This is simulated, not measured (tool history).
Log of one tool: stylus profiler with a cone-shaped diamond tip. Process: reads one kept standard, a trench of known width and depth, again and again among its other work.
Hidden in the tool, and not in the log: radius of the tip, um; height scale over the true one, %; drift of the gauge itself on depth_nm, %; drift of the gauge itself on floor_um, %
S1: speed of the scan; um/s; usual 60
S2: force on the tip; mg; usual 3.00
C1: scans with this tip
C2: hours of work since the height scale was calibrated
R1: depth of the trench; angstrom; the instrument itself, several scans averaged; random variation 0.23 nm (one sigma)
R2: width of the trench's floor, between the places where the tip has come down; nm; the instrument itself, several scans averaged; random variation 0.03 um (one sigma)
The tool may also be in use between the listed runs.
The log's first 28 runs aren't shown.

run   hour   S1    S2    C1    C2       R1     R2
 29  638.5   52  2.41  5235   984  10144.8  16260
 30  666.2   69  1.69  5324  1000  10112.6  16090
 31  688.8  153  1.42  5397  1014  10102.2  15420
 32  707.8  153  1.42  5458  1026  10099.6  15480
 33  723.0   38  2.12  5507  1035  10133.4  16270
 34  735.7   92  1.06  5548  1042  10084.2  15820
 35  750.6   92  1.06  5596  1052  10082.1  15850
 36  768.5   23  6.86  5654  1062  10290.2  16500
 37  783.1   68  3.00  5701  1071  10165.4  16200
 38  810.9   73  1.82  5791  1088  10120.5  16120
 39  839.8   35  3.04  5884  1105  10176.2  16380
 40  858.4   35  3.45  5944  1117  10183.6  16360
 41  875.4   35  3.45  5998  1127  10185.1  16400
 42  904.6   22  4.10  6093  1145  10205.0  16500
 43  924.6  122  1.67  6157  1157  10111.8  15710
 44  949.0  122  1.67  6235  1172  10114.9  15750
 45  970.9  122  1.67  6306  1185  10115.0  15750

Forecast each of these 5 alternatives for the next run:
  A  987.0  152  1.45  6358  1195   ?   ?
  B  987.0   20  3.42  6358  1195   ?   ?
  C  987.0   42  4.81  6358  1195   ?   ?
  D  987.0   29  1.22  6358  1195   ?   ?
  E  987.0   21  5.06  6358  1195   ?   ?

run       R1     R2
  A  10102.2  15510
  B  10180.4  16460
  C  10228.0  16290
  D  10093.2  16290
  E  10237.9  16460
Without the tool's hidden state the same runs would have given:
run       R1     R2
  A  10102.4  15510
  B  10180.7  16470
  C  10228.2  16300
  D  10093.4  16300
  E  10238.1  16470
